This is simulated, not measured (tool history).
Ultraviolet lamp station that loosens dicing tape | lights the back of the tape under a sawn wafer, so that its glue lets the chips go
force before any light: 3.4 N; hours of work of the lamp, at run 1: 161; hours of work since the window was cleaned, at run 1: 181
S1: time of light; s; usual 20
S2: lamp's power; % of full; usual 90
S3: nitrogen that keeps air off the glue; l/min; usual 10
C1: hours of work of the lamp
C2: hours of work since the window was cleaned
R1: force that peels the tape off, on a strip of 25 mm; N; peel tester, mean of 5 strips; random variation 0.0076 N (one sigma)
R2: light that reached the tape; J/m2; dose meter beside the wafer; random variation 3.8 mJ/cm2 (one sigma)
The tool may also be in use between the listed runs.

run,hour,S1,S2,S3,C1,C2,R1,R2
1,0.0,20,90,10,161,181,0.293,6510
2,4.4,20,90,10,163,183,0.285,6660
3,9.4,20,90,3,166,186,0.516,6550
4,17.6,17,90,3,170,189,0.651,5540
5,25.0,17,90,3,173,193,0.685,5560
6,34.1,17,90,3,177,197,0.700,5630
7,43.1,17,90,3,182,201,0.676,5610
8,47.6,17,90,6,184,203,0.495,5530
9,57.8,15,62,6,188,208,0.976,3400
10,64.7,11,89,6,192,211,0.915,3600
11,74.7,19,70,6,196,216,0.604,4880
12,80.9,18,90,9,199,219,0.353,5940
13,87.5,15,70,15,202,222,0.604,3830

4 ways to go on from here, each from the tool as it stands after run 13. What would each give?
A,92.5,29,90,5,205,225,?,?
B,92.5,15,87,15,205,225,?,?
C,92.5,20,76,11,205,225,?,?
D,92.5,11,92,15,205,225,?,?

run,R1,R2
A,0.202,9700
B,0.451,4830
C,0.373,5540
D,0.654,3700
Without the tool's hidden state the same runs would have given:
run,R1,R2
A,0.202,9610
B,0.450,4780
C,0.372,5480
D,0.653,3670
